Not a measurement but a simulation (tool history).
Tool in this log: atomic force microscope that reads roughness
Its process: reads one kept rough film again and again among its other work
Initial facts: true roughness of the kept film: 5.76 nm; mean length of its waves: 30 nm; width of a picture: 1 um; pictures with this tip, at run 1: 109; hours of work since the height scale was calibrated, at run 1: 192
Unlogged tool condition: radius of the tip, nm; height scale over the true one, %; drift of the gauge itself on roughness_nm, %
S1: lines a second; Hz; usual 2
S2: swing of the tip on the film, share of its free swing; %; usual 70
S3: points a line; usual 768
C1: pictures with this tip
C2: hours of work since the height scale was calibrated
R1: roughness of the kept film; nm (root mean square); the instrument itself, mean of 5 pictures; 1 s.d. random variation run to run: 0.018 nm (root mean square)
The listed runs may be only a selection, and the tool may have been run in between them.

run 1 day=0 | S1=2 S2=70 S3=768 | C1=109 C2=192 | R1=3.15
-- day=0.367 new tip fitted
run 2 day=0.5 | S1=2 S2=70 S3=768 | C1=7 C2=201 | R1=4.232
run 3 day=1.004 | S1=3.46 S2=70 S3=768 | C1=33 C2=209 | R1=3.621
run 4 day=1.479 | S1=3.46 S2=70 S3=768 | C1=57 C2=217 | R1=3.366
run 5 day=2.1 | S1=2 S2=65 S3=768 | C1=89 C2=228 | R1=3.401
run 6 day=2.525 | S1=2 S2=65 S3=768 | C1=111 C2=235 | R1=3.237
-- day=2.883 new tip fitted
run 7 day=3.071 | S1=1.01 S2=70 S3=768 | C1=10 C2=244 | R1=4.427
run 8 day=3.638 | S1=1.27 S2=70 S3=768 | C1=39 C2=254 | R1=3.979
run 9 day=4.304 | S1=1.27 S2=70 S3=768 | C1=74 C2=265 | R1=3.614
run 10 day=4.596 | S1=2 S2=70 S3=768 | C1=89 C2=270 | R1=3.365
run 11 day=5.229 | S1=2 S2=70 S3=768 | C1=122 C2=281 | R1=3.099
-- day=5.375 new tip fitted
run 12 day=5.538 | S1=2 S2=70 S3=768 | C1=8 C2=286 | R1=4.217
run 13 day=5.908 | S1=2 S2=70 S3=768 | C1=27 C2=292 | R1=3.973
run 14 day=6.25 | S1=2 S2=70 S3=768 | C1=45 C2=298 | R1=3.743
run 15 day=6.562 | S1=2.97 S2=70 S3=768 | C1=61 C2=304 | R1=3.43
run 16 day=6.962 | S1=2 S2=70 S3=548 | C1=82 C2=310 | R1=3.399
run 17 day=7.433 | S1=0.58 S2=70 S3=548 | C1=106 C2=319 | R1=3.448
run 18 day=7.783 | S1=2 S2=70 S3=768 | C1=124 C2=324 | R1=3.061
-- day=7.85 new tip fitted
run 19 day=8.429 | S1=2 S2=70 S3=768 | C1=29 C2=335 | R1=3.99
run 20 day=8.917 | S1=1.26 S2=70 S3=768 | C1=55 C2=344 | R1=3.798
run 21 day=9.325 | S1=1.26 S2=70 S3=768 | C1=76 C2=351 | R1=3.621
run 22 day=9.833 | S1=1.26 S2=70 S3=768 | C1=102 C2=359 | R1=3.356
-- day=10.354 new tip fitted
run 23 day=10.496 | S1=1.26 S2=70 S3=768 | C1=7 C2=370 | R1=4.445
run 24 day=10.992 | S1=2 S2=70 S3=768 | C1=33 C2=379 | R1=3.927
run 25 day=11.433 | S1=2 S2=70 S3=768 | C1=55 C2=386 | R1=3.699
run 26 day=11.862 | S1=1.83 S2=63 S3=438 | C1=78 C2=394 | R1=3.619
run 27 day=12.229 | S1=1.1 S2=70 S3=768 | C1=96 C2=400 | R1=3.469
run 28 day=12.633 | S1=2.56 S2=75 S3=768 | C1=117 C2=407 | R1=2.919
-- day=12.842 new tip fitted
run 29 day=13.112 | S1=2.56 S2=75 S3=525 | C1=14 C2=415 | R1=3.774
run 30 day=13.462 | S1=3.15 S2=64 S3=525 | C1=32 C2=421 | R1=3.777
run 31 day=13.917 | S1=2.62 S2=70 S3=909 | C1=55 C2=428 | R1=3.505
run 32 day=14.354 | S1=3.3 S2=56 S3=604 | C1=78 C2=436 | R1=3.499
run 33 day=14.862 | S1=1.15 S2=56 S3=586 | C1=104 C2=445 | R1=3.441
-- day=15.35 new tip fitted
run 34 day=15.408 | S1=3.6 S2=56 S3=586 | C1=3 C2=454 | R1=4.484
run 35 day=16 | S1=3.6 S2=56 S3=586 | C1=34 C2=464 | R1=4.039
run 36 day=16.379 | S1=1.02 S2=88 S3=586 | C1=53 C2=470 | R1=3.602
run 37 day=16.683 | S1=3.07 S2=69 S3=768 | C1=69 C2=475 | R1=3.41
run 38 day=17.221 | S1=0.55 S2=83 S3=768 | C1=97 C2=485 | R1=3.478
run 39 day=17.608 | S1=2 S2=78 S3=268 | C1=117 C2=491 | R1=2.925
-- day=17.833 new tip fitted
run 40 day=18.083 | S1=2 S2=75 S3=768 | C1=12 C2=499 | R1=4.006
run 41 day=18.538 | S1=0.82 S2=70 S3=805 | C1=36 C2=507 | R1=4.129
run 42 day=18.95 | S1=0.82 S2=70 S3=805 | C1=57 C2=514 | R1=3.867
run 43 day=19.417 | S1=3.62 S2=90 S3=274 | C1=81 C2=522 | R1=2.341
run 44 day=20.025 | S1=3.62 S2=90 S3=551 | C1=113 C2=532 | R1=2.179
-- day=20.329 new tip fitted
run 45 day=20.329 | S1=2.31 S2=60 S3=438 | C1=0 C2=537 | R1=4.58
run 46 day=20.629 | S1=2 S2=57 S3=461 | C1=16 C2=542 | R1=4.424
run 47 day=21.3 | S1=2.25 S2=70 S3=768 | C1=50 C2=554 | R1=3.692

Forecast each of these 5 alternatives for the next run:
run A day=21.658 | S1=2.25 S2=62 S3=496 | C1=69 C2=560 | R1=?
run B day=21.658 | S1=2 S2=83 S3=768 | C1=69 C2=560 | R1=?
run C day=21.658 | S1=3.94 S2=76 S3=907 | C1=69 C2=560 | R1=?
run D day=21.658 | S1=3 S2=61 S3=349 | C1=69 C2=560 | R1=?
run E day=21.658 | S1=3.82 S2=71 S3=839 | C1=69 C2=560 | R1=?

run=A R1=3.648
run=B R1=3.187
run=C R1=2.971
run=D R1=3.562
run=E R1=3.21
Without the tool's hidden state the same runs would have given:
run=A R1=4.478
run=B R1=3.913
run=C R1=3.645
run=D R1=4.372
run=E R1=3.939
